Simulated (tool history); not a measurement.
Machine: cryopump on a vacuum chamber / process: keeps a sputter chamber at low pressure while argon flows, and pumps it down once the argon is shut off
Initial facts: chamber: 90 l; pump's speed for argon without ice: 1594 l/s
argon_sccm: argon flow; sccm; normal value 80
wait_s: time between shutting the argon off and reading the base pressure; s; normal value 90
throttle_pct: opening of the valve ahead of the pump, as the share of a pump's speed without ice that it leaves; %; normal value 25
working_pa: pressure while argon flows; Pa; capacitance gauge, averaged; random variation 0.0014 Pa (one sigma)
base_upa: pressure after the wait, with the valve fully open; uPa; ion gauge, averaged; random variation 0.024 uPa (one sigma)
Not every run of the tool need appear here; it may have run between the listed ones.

run,hour,argon_sccm,wait_s,throttle_pct,working_pa,base_upa
1,0.0,80,90,25,0.3502,1.47
2,103.3,80,90,25,0.3516,1.51
3,163.5,80,90,25,0.3509,1.57
4,229.0,80,90,25,0.3553,1.60
5,283.0,80,90,26,0.3438,1.68
6,396.5,80,90,25,0.3590,1.72
7,492.4,80,90,25,0.3429,1.57
8,585.0,80,90,25,0.3450,1.63
9,674.4,80,90,25,0.3495,1.72
10,761.5,80,90,25,0.3501,1.80
11,848.1,80,90,25,0.3538,1.86
12,932.1,80,90,25,0.3566,1.97
13,1046.3,80,90,25,0.3624,2.13
14,1102.2,80,90,25,0.3441,1.84
15,1192.2,80,90,25,0.3439,1.89
16,1288.7,80,90,25,0.3494,1.98
17,1345.4,70,90,25,0.3053,2.00
18,1418.5,138,35,24,0.6311,3.05
19,1511.5,74,90,36,0.2319,2.16
20,1594.8,74,90,36,0.2353,2.25
21,1645.1,53,286,36,0.1689,1.90
22,1742.3,53,286,36,0.1584,1.65
23,1808.3,61,286,36,0.1850,1.77
24,1861.5,80,90,48,0.1836,2.24
25,1947.2,78,181,20,0.4246,2.00
26,2013.8,78,181,20,0.4276,2.07
27,2108.7,80,184,18,0.4846,2.12
28,2179.9,80,133,18,0.4874,2.30
29,2233.2,80,133,18,0.4890,2.40
30,2289.2,80,52,28,0.3240,3.17
31,2349.2,80,52,28,0.3228,3.25
32,2468.2,80,90,19,0.4511,2.44
33,2516.7,35,90,25,0.1519,2.51
34,2582.4,35,90,25,0.1525,2.58

Missing from the log above: 4 entries noted between runs. For each, name the pair of listed runs it sits between and say how the tool's hidden condition differs from the listed run just before to the listed run just after:
From run 6 to run 7: pump warmed up, emptied and cooled again (hour 409.7)
  pump's speed, % of a pump's without ice: 81.7 -> 97.5; cold plate's temperature, K: 13.12 -> 13.14; leak into the chamber, uPa l/s: 1381 -> 1444
  the result without the hidden state subtracted from the measured one, working_pa: +0.0213 -> +0.0041 Pa; base_upa: +0.90 -> +0.76 uPa
From run 13 to run 14: pump warmed up, emptied and cooled again (hour 1071.9)
  pump's speed, % of a pump's without ice: 81.1 -> 99.2; cold plate's temperature, K: 13.29 -> 13.3; leak into the chamber, uPa l/s: 1805 -> 1837
  the result without the hidden state subtracted from the measured one, working_pa: +0.0226 -> +0.0030 Pa; base_upa: +1.28 -> +1.01 uPa
From run 21 to run 22: pump warmed up, emptied and cooled again (hour 1733.7)
  pump's speed, % of a pump's without ice: 83.7 -> 99.2; cold plate's temperature, K: 13.44 -> 13.46; leak into the chamber, uPa l/s: 2176 -> 2236
  the result without the hidden state subtracted from the measured one, working_pa: +0.0130 -> +0.0021 Pa; base_upa: +1.48 -> +1.28 uPa
From run 31 to run 32: pump warmed up, emptied and cooled again (hour 2394.3)
  pump's speed, % of a pump's without ice: 81.5 -> 97.3; cold plate's temperature, K: 13.63 -> 13.65; leak into the chamber, uPa l/s: 2619 -> 2691
  the result without the hidden state subtracted from the measured one, working_pa: +0.0226 -> +0.0054 Pa; base_upa: +1.91 -> +1.61 uPa
